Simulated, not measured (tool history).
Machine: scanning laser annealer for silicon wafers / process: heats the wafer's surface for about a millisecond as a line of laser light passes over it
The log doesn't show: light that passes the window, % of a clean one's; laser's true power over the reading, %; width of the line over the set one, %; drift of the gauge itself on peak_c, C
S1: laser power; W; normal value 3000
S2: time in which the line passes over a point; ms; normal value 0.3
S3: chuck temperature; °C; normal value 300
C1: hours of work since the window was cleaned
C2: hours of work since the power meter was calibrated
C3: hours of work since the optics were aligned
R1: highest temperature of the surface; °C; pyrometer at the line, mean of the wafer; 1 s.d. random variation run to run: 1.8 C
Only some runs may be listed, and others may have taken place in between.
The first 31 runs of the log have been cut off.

run 32 hour=1679.6 | S1=3293 S2=0.3 S3=309 | C1=411 C2=1497 C3=858 | R1=1188
run 33 hour=1740.8 | S1=3226 S2=0.257 S3=281 | C1=445 C2=1532 C3=892 | R1=1071
run 34 hour=1773.9 | S1=3037 S2=0.257 S3=290 | C1=464 C2=1550 C3=910 | R1=1019
run 35 hour=1838.1 | S1=3000 S2=0.3 S3=262 | C1=499 C2=1586 C3=946 | R1=1042
run 36 hour=1872.4 | S1=3000 S2=0.3 S3=262 | C1=519 C2=1605 C3=965 | R1=1043
run 37 hour=1948.5 | S1=2616 S2=0.3 S3=300 | C1=561 C2=1647 C3=1008 | R1=950
run 38 hour=1985.5 | S1=2616 S2=0.3 S3=300 | C1=582 C2=1668 C3=1028 | R1=949
run 39 hour=2049.4 | S1=2616 S2=0.3 S3=300 | C1=617 C2=1704 C3=1064 | R1=952

Alternative continuations, all from the tool just after run 39; predict every row:
run A hour=2102.1 | S1=2745 S2=0.267 S3=313 | C1=647 C2=1733 C3=1093 | R1=?
run B hour=2102.1 | S1=2927 S2=0.272 S3=265 | C1=647 C2=1733 C3=1093 | R1=?
run C hour=2102.1 | S1=3173 S2=0.211 S3=300 | C1=647 C2=1733 C3=1093 | R1=?
run D hour=2102.1 | S1=2801 S2=0.307 S3=300 | C1=647 C2=1733 C3=1093 | R1=?
run E hour=2102.1 | S1=2616 S2=0.21 S3=300 | C1=647 C2=1733 C3=1093 | R1=?

run=A R1=963
run=B R1=980
run=C R1=993
run=D R1=1022
run=E R1=838
Take away the tool's hidden state, keep each run's random variation, and the runs would have read:
run=A R1=965
run=B R1=982
run=C R1=994
run=D R1=1023
run=E R1=839
